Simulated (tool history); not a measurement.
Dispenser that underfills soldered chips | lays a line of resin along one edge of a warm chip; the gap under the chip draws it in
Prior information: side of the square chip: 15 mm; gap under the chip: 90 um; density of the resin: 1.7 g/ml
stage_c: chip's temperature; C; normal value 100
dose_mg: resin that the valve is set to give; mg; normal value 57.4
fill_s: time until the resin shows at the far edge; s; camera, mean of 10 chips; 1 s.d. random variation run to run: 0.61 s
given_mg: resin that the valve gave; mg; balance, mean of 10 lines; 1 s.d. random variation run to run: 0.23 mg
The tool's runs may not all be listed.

run   hour  stage_c  dose_mg  fill_s  given_mg
  1    0.0      100     57.4    85.5     52.23
       5.5  -- dispensing valve cleaned and set on the balance
  2    5.5      100     57.4   101.7     57.68
       7.0  -- new syringe of resin
  3   11.0      100     57.4    66.9     56.97
  4   17.1      100     57.4    85.8     57.06
      22.8  -- new syringe of resin
  5   23.1      100     57.4    56.1     56.99
  6   26.7      100     57.4    65.6     57.08
  7   33.2      100     57.4    84.9     56.37
      38.4  -- new syringe of resin
  8   38.7      100     57.4    54.9     55.96
  9   43.1      100     57.4    67.0     55.88
 10   48.6      100     57.4    85.8     55.60
      54.0  -- new syringe of resin
 11   55.4      100     57.4    58.4     55.64
 12   61.9       90     57.4   113.1     55.51
 13   67.2       90     57.4   139.2     54.91
      69.6  -- new syringe of resin
 14   72.0       90     57.4    89.6     55.35
 15   77.8       90     57.4   114.0     54.96
 16   83.1       90     57.4   145.1     55.16
      85.3  -- new syringe of resin
 17   89.8       90     62.7    96.8     59.35
 18   93.2       90     62.7   109.7     59.77
 19   99.7       90     62.7   149.2     59.69
     100.9  -- new syringe of resin
 20  106.1       90     49.2   101.6     46.35
 21  111.3       99     55.4    91.4     52.21
 22  114.4      103     57.4    91.0     53.81
     116.7  -- new syringe of resin
 23  119.0      100     49.0    63.5     45.91
 24  124.1       90     49.0   111.8     45.95
 25  127.3      103     53.5    79.3     50.00
     132.3  -- new syringe of resin
 26  132.3      102     50.0    53.2     46.91
 27  137.4      102     50.0    68.1     46.52
 28  143.9       86     51.6   159.6     47.80
     148.1  -- new syringe of resin
 29  150.6      114     66.4    39.0     60.75
 30  156.2      114     66.4    49.2     60.73
 31  161.7       86     56.1   173.1     51.22

What does the tool deliver on the next run?
     163.8  -- new syringe of resin
 32  164.9       94     56.1       ?         ?

Run 32 yielded fill_s 74.0 s, given_mg 51.06 mg.
Take away the tool's hidden state, keep the run-to-run variation as it was, and the same run would have given fill_s 65.6 s, given_mg 55.98 mg.
